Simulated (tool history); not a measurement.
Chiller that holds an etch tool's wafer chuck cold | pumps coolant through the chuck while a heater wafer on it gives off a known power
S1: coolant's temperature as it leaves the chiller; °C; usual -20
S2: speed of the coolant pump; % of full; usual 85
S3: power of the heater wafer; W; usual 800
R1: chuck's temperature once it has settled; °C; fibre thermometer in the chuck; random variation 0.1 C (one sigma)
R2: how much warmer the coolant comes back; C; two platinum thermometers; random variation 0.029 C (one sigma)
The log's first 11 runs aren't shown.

run 12 hour=255.1 | S1=-20 S2=85 S3=800 | R1=-12 R2=2.53
run 13 hour=278.1 | S1=-20 S2=85 S3=800 | R1=-12.2 R2=2.56
run 14 hour=313.5 | S1=-20 S2=85 S3=800 | R1=-11.9 R2=2.54
run 15 hour=330.1 | S1=-20 S2=85 S3=800 | R1=-12.1 R2=2.48
run 16 hour=353.9 | S1=-20 S2=85 S3=800 | R1=-12.1 R2=2.52
run 17 hour=389.4 | S1=-20 S2=85 S3=800 | R1=-11.9 R2=2.57
run 18 hour=420.3 | S1=-20 S2=85 S3=800 | R1=-12.1 R2=2.51
-- hour=424.6 chiller's thermometer calibrated
run 19 hour=448.1 | S1=-26 S2=79 S3=1060 | R1=-14.9 R2=3.66
run 20 hour=481.1 | S1=-20 S2=85 S3=800 | R1=-12.4 R2=2.54
-- hour=501.7 chiller's thermometer calibrated, once more
run 21 hour=508.9 | S1=-20 S2=85 S3=800 | R1=-10.8 R2=2.54
run 22 hour=531.3 | S1=-24 S2=66 S3=504 | R1=-17.2 R2=2.13
run 23 hour=546.9 | S1=-24 S2=66 S3=504 | R1=-17.2 R2=2.16
run 24 hour=564.8 | S1=-20 S2=85 S3=493 | R1=-14.6 R2=1.56
run 25 hour=590.7 | S1=-20 S2=85 S3=493 | R1=-14.5 R2=1.55
run 26 hour=613.5 | S1=-20 S2=68 S3=804 | R1=-9.3 R2=3.3
run 27 hour=647.1 | S1=-20 S2=68 S3=804 | R1=-9.3 R2=3.26
run 28 hour=672.9 | S1=-20 S2=68 S3=804 | R1=-9.3 R2=3.28
run 29 hour=705.7 | S1=-20 S2=78 S3=800 | R1=-10.5 R2=2.8
run 30 hour=733.2 | S1=-20 S2=83 S3=800 | R1=-10.8 R2=2.61
run 31 hour=748 | S1=-20 S2=83 S3=800 | R1=-10.9 R2=2.67

Forecast each of these 3 alternatives for the next run:
run A hour=765.1 | S1=-11 S2=70 S3=800 | R1=? R2=?
run B hour=765.1 | S1=-12 S2=68 S3=800 | R1=? R2=?
run C hour=765.1 | S1=-20 S2=61 S3=800 | R1=? R2=?

run=A R1=-0.6 R2=3.18
run=B R1=-1.3 R2=3.26
run=C R1=-8.4 R2=3.7
Without the tool's hidden state the same runs would have given:
run=A R1=-2.7 R2=3.1
run=B R1=-3.4 R2=3.17
run=C R1=-10.7 R2=3.61

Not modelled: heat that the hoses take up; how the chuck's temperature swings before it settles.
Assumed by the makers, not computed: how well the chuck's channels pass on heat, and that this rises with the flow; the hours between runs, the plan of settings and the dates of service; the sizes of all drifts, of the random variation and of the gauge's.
